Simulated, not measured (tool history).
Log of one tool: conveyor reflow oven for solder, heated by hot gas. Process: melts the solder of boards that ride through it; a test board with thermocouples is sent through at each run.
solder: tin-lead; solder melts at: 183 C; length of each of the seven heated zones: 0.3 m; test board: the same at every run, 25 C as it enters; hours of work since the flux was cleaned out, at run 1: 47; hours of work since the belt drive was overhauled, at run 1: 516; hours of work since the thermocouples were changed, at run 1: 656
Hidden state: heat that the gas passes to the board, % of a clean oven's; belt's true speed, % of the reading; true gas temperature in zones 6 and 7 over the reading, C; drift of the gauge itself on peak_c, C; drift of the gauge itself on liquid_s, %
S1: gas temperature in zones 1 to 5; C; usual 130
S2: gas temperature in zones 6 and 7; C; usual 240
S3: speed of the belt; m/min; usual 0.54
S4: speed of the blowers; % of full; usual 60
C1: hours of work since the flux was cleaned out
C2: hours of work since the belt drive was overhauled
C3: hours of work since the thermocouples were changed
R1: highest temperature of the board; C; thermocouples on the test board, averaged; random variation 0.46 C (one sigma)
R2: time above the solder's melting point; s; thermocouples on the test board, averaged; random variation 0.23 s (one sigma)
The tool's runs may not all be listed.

{"run": 1, "hour": 0.0, "S1": 130, "S2": 240, "S3": 0.54, "S4": 60, "C1": 47, "C2": 516, "C3": 656, "R1": 222.2, "R2": 51.8}
{"run": 2, "hour": 17.8, "S1": 130, "S2": 240, "S3": 0.54, "S4": 60, "C1": 59, "C2": 528, "C3": 668, "R1": 221.6, "R2": 51.4}
{"run": 3, "hour": 36.7, "S1": 130, "S2": 240, "S3": 0.54, "S4": 60, "C1": 72, "C2": 541, "C3": 681, "R1": 222.4, "R2": 51.7}
{"run": 4, "hour": 50.0, "S1": 130, "S2": 240, "S3": 0.54, "S4": 60, "C1": 81, "C2": 550, "C3": 690, "R1": 221.7, "R2": 51.4}
{"run": 5, "hour": 69.1, "S1": 130, "S2": 240, "S3": 0.54, "S4": 60, "C1": 94, "C2": 563, "C3": 703, "R1": 222.2, "R2": 51.4}
{"run": 6, "hour": 83.8, "S1": 130, "S2": 240, "S3": 0.54, "S4": 60, "C1": 104, "C2": 573, "C3": 713, "R1": 222.2, "R2": 51.4}
{"run": 7, "hour": 102.4, "S1": 130, "S2": 235, "S3": 0.54, "S4": 60, "C1": 116, "C2": 586, "C3": 725, "R1": 216.9, "R2": 48.1}
{"run": 8, "hour": 122.2, "S1": 130, "S2": 235, "S3": 0.54, "S4": 60, "C1": 130, "C2": 599, "C3": 739, "R1": 217.5, "R2": 48.4}
{"run": 9, "hour": 133.3, "S1": 130, "S2": 235, "S3": 0.54, "S4": 60, "C1": 137, "C2": 607, "C3": 746, "R1": 216.7, "R2": 48.3}
{"run": 10, "hour": 146.1, "S1": 130, "S2": 235, "S3": 0.54, "S4": 60, "C1": 146, "C2": 615, "C3": 755, "R1": 217.4, "R2": 47.9}
{"run": 11, "hour": 169.3, "S1": 130, "S2": 240, "S3": 0.54, "S4": 85, "C1": 162, "C2": 631, "C3": 771, "R1": 226.2, "R2": 54.3}
{"run": 12, "hour": 187.5, "S1": 130, "S2": 240, "S3": 0.54, "S4": 85, "C1": 174, "C2": 643, "C3": 783, "R1": 225.2, "R2": 54.2}
{"run": 13, "hour": 199.1, "S1": 130, "S2": 240, "S3": 0.441, "S4": 60, "C1": 182, "C2": 651, "C3": 791, "R1": 226.5, "R2": 68}
{"run": 14, "hour": 210.3, "S1": 130, "S2": 240, "S3": 0.54, "S4": 67, "C1": 190, "C2": 659, "C3": 799, "R1": 223, "R2": 52.1}
{"run": 15, "hour": 232.3, "S1": 143, "S2": 240, "S3": 0.54, "S4": 60, "C1": 205, "C2": 674, "C3": 814, "R1": 222.2, "R2": 55.9}
{"run": 16, "hour": 255.0, "S1": 130, "S2": 240, "S3": 0.564, "S4": 60, "C1": 220, "C2": 689, "C3": 829, "R1": 218.9, "R2": 47.2}
{"run": 17, "hour": 279.3, "S1": 135, "S2": 248, "S3": 0.65, "S4": 71, "C1": 237, "C2": 706, "C3": 845, "R1": 223.9, "R2": 44.8}
{"run": 18, "hour": 296.0, "S1": 135, "S2": 248, "S3": 0.65, "S4": 71, "C1": 248, "C2": 717, "C3": 857, "R1": 224.1, "R2": 44.5}
{"run": 19, "hour": 309.9, "S1": 121, "S2": 248, "S3": 0.65, "S4": 71, "C1": 257, "C2": 727, "C3": 866, "R1": 220.4, "R2": 39.9}
{"run": 20, "hour": 332.0, "S1": 127, "S2": 232, "S3": 0.467, "S4": 83, "C1": 272, "C2": 742, "C3": 881, "R1": 220, "R2": 59.5}
{"run": 21, "hour": 345.6, "S1": 117, "S2": 232, "S3": 0.467, "S4": 83, "C1": 282, "C2": 751, "C3": 891, "R1": 220.1, "R2": 56.3}
{"run": 22, "hour": 358.6, "S1": 117, "S2": 232, "S3": 0.46, "S4": 78, "C1": 291, "C2": 760, "C3": 899, "R1": 219.4, "R2": 57.1}
{"run": 23, "hour": 384.6, "S1": 117, "S2": 232, "S3": 0.46, "S4": 78, "C1": 308, "C2": 777, "C3": 917, "R1": 218.3, "R2": 56.7}
{"run": 24, "hour": 403.3, "S1": 117, "S2": 232, "S3": 0.46, "S4": 78, "C1": 321, "C2": 790, "C3": 930, "R1": 218.8, "R2": 56.7}
{"hour": 409.9, "done": "flux residue cleaned out of gas plates and filters"}
{"run": 25, "hour": 431.7, "S1": 141, "S2": 232, "S3": 0.538, "S4": 70, "C1": 15, "C2": 806, "C3": 946, "R1": 217.3, "R2": 53.2}
{"run": 26, "hour": 454.4, "S1": 141, "S2": 232, "S3": 0.538, "S4": 70, "C1": 30, "C2": 821, "C3": 961, "R1": 217.9, "R2": 53.4}
{"run": 27, "hour": 479.2, "S1": 141, "S2": 232, "S3": 0.538, "S4": 70, "C1": 47, "C2": 838, "C3": 978, "R1": 217.4, "R2": 53.1}
{"run": 28, "hour": 500.0, "S1": 141, "S2": 232, "S3": 0.506, "S4": 83, "C1": 61, "C2": 852, "C3": 992, "R1": 220.9, "R2": 59.3}
{"run": 29, "hour": 521.4, "S1": 130, "S2": 235, "S3": 0.54, "S4": 60, "C1": 76, "C2": 867, "C3": 1007, "R1": 216.5, "R2": 48.4}
{"run": 30, "hour": 535.6, "S1": 130, "S2": 253, "S3": 0.54, "S4": 60, "C1": 85, "C2": 877, "C3": 1016, "R1": 232.8, "R2": 57.8}

Forecast each of these 4 alternatives for the next run:
{"run": "A", "hour": 561.4, "S1": 130, "S2": 253, "S3": 0.62, "S4": 75, "C1": 103, "C2": 894, "C3": 1034, "R1": "?", "R2": "?"}
{"run": "B", "hour": 561.4, "S1": 125, "S2": 240, "S3": 0.456, "S4": 67, "C1": 103, "C2": 894, "C3": 1034, "R1": "?", "R2": "?"}
{"run": "C", "hour": 561.4, "S1": 130, "S2": 239, "S3": 0.54, "S4": 67, "C1": 103, "C2": 894, "C3": 1034, "R1": "?", "R2": "?"}
{"run": "D", "hour": 561.4, "S1": 130, "S2": 228, "S3": 0.443, "S4": 60, "C1": 103, "C2": 894, "C3": 1034, "R1": "?", "R2": "?"}

run=A R1=232 R2=49.4
run=B R1=226.6 R2=64.4
run=C R1=222.2 R2=51.8
run=D R1=215.4 R2=59.7
Without the tool's hidden state the same runs would have given:
run=A R1=235.5 R2=50.1
run=B R1=229.8 R2=65.3
run=C R1=225.5 R2=52.8
run=D R1=218.6 R2=61.2
